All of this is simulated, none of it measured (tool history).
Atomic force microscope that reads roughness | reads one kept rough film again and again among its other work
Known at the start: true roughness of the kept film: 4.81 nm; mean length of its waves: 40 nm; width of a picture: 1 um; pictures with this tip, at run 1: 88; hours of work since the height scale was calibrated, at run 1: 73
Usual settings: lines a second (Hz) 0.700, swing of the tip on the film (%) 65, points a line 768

run    hour  lines a second (Hz)  swing of the tip on the film (%)  points a line  pictures with this tip  hours of work since the height scale was calibrated  roughness of the kept film (nm (root mean square))
  1     0.0                0.700                                65            768                      88                                                   73                                               4.035
  2    45.1                0.700                                65            768                     129                                                   93                                               3.843
  3    73.4                0.700                                65            768                     155                                                  105                                               3.757
       90.9  -- new tip fitted
  4   121.5                0.700                                65            768                      28                                                  126                                               4.263
  5   161.6                0.700                                65            768                      64                                                  144                                               4.078
  6   193.9                0.700                                65            768                      93                                                  158                                               3.919
  7   229.2                0.700                                65            768                     125                                                  173                                               3.811
  8   250.9                0.700                                65            357                     145                                                  183                                               3.723
      277.5  -- new tip fitted
  9   300.2                0.700                                68            768                      21                                                  204                                               4.321
 10   336.0                0.700                                65            768                      53                                                  220                                               4.146
      339.1  -- height scale calibrated on a step standard
 11   372.4                0.700                                65            768                      85                                                   15                                               3.961
 12   410.4                0.700                                65            768                     119                                                   31                                               3.816
 13   458.1                0.700                                65            768                     162                                                   52                                               3.693
      464.5  -- new tip fitted
 14   506.7                0.700                                65            768                      38                                                   73                                               4.224
 15   527.7                0.700                                78            874                      57                                                   82                                               4.017
 16   576.5                0.700                                78            874                     101                                                  103                                               3.855
      586.2  -- height scale calibrated on a step standard, once more
 17   622.5                3.084                                68            366                     142                                                   16                                               3.312
      653.3  -- new tip fitted
 18   661.5                3.084                                68            366                       7                                                   33                                               3.843
 19   704.0                3.084                                68            366                      46                                                   51                                               3.688
 20   752.3                0.700                                75            768                      89                                                   72                                               3.872
 21   802.3                0.700                                75            768                     135                                                   94                                               3.691
 22   838.6                0.700                                65            758                     167                                                  110                                               3.648
      843.6  -- new tip fitted
 23   883.9                0.700                                65            430                      37                                                  130                                               4.172
 24   921.9                0.523                                65            555                      71                                                  146                                               4.070
 25   955.3                0.523                                80            416                     101                                                  161                                               3.799
 26  1004.8                0.523                                80            416                     146                                                  182                                               3.647
     1031.5  -- new tip fitted
 27  1039.3                0.934                                69            661                       7                                                  197                                               4.312

Forecast each of these 3 alternatives for the next run:
  A  1063.0                2.432                                58            599                      28                                                  208                                                   ?
  B  1063.0                0.551                                65            768                      28                                                  208                                                   ?
  C  1063.0                0.934                                69            721                      28                                                  208                                                   ?

run  roughness of the kept film (nm (root mean square))
  A                                               4.074
  B                                               4.293
  C                                               4.156
Without the tool's hidden state the same runs would have given:
run  roughness of the kept film (nm (root mean square))
  A                                               4.219
  B                                               4.446
  C                                               4.303
